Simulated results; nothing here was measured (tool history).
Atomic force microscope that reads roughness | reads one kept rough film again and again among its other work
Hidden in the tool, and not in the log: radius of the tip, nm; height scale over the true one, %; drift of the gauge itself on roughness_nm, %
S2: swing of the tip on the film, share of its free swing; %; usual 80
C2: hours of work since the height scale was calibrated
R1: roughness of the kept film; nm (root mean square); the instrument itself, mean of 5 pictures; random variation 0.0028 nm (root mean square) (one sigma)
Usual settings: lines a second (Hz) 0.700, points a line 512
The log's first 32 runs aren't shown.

run 33 hour=234.3 | lines_a_second_(Hz)=0.731 S2=85 points_a_line=979 | pictures_with_this_tip=65 C2=324 | R1=1.158
run 34 hour=243.7 | lines_a_second_(Hz)=0.700 S2=80 points_a_line=733 | pictures_with_this_tip=75 C2=329 | R1=1.174
run 35 hour=251.0 | lines_a_second_(Hz)=2.993 S2=59 points_a_line=733 | pictures_with_this_tip=83 C2=334 | R1=1.162
-- hour=256.5 new tip fitted
run 36 hour=256.5 | lines_a_second_(Hz)=0.852 S2=69 points_a_line=415 | pictures_with_this_tip=0 C2=337 | R1=1.193
run 37 hour=263.0 | lines_a_second_(Hz)=0.852 S2=69 points_a_line=415 | pictures_with_this_tip=7 C2=341 | R1=1.194
run 38 hour=269.7 | lines_a_second_(Hz)=3.897 S2=89 points_a_line=415 | pictures_with_this_tip=14 C2=345 | R1=0.876
run 39 hour=277.3 | lines_a_second_(Hz)=3.897 S2=89 points_a_line=415 | pictures_with_this_tip=22 C2=350 | R1=0.883
run 40 hour=286.6 | lines_a_second_(Hz)=1.601 S2=89 points_a_line=461 | pictures_with_this_tip=32 C2=356 | R1=1.055
run 41 hour=295.5 | lines_a_second_(Hz)=2.846 S2=89 points_a_line=743 | pictures_with_this_tip=42 C2=361 | R1=0.956
run 42 hour=301.2 | lines_a_second_(Hz)=2.846 S2=89 points_a_line=743 | pictures_with_this_tip=48 C2=364 | R1=0.948
run 43 hour=305.9 | lines_a_second_(Hz)=0.700 S2=80 points_a_line=258 | pictures_with_this_tip=53 C2=367 | R1=1.169
run 44 hour=314.2 | lines_a_second_(Hz)=0.700 S2=80 points_a_line=321 | pictures_with_this_tip=62 C2=372 | R1=1.173
run 45 hour=322.3 | lines_a_second_(Hz)=1.315 S2=80 points_a_line=610 | pictures_with_this_tip=71 C2=377 | R1=1.131
run 46 hour=328.5 | lines_a_second_(Hz)=1.315 S2=80 points_a_line=610 | pictures_with_this_tip=78 C2=381 | R1=1.126
run 47 hour=334.0 | lines_a_second_(Hz)=1.315 S2=60 points_a_line=610 | pictures_with_this_tip=84 C2=385 | R1=1.199
-- hour=339.6 new tip fitted
run 48 hour=340.9 | lines_a_second_(Hz)=2.909 S2=65 points_a_line=491 | pictures_with_this_tip=2 C2=389 | R1=1.137
run 49 hour=347.2 | lines_a_second_(Hz)=0.700 S2=65 points_a_line=512 | pictures_with_this_tip=9 C2=392 | R1=1.213
run 50 hour=352.0 | lines_a_second_(Hz)=0.700 S2=71 points_a_line=487 | pictures_with_this_tip=14 C2=395 | R1=1.195

Forecast each of these 5 alternatives for the next run:
run A hour=356.6 | lines_a_second_(Hz)=0.700 S2=80 points_a_line=352 | pictures_with_this_tip=19 C2=398 | R1=?
run B hour=356.6 | lines_a_second_(Hz)=0.700 S2=71 points_a_line=684 | pictures_with_this_tip=19 C2=398 | R1=?
run C hour=356.6 | lines_a_second_(Hz)=0.700 S2=75 points_a_line=487 | pictures_with_this_tip=19 C2=398 | R1=?
run D hour=356.6 | lines_a_second_(Hz)=1.572 S2=80 points_a_line=512 | pictures_with_this_tip=19 C2=398 | R1=?
run E hour=356.6 | lines_a_second_(Hz)=1.614 S2=80 points_a_line=567 | pictures_with_this_tip=19 C2=398 | R1=?

run=A R1=1.178
run=B R1=1.190
run=C R1=1.187
run=D R1=1.111
run=E R1=1.107
Without the tool's hidden state the same runs would have given:
run=A R1=1.178
run=B R1=1.190
run=C R1=1.188
run=D R1=1.111
run=E R1=1.108

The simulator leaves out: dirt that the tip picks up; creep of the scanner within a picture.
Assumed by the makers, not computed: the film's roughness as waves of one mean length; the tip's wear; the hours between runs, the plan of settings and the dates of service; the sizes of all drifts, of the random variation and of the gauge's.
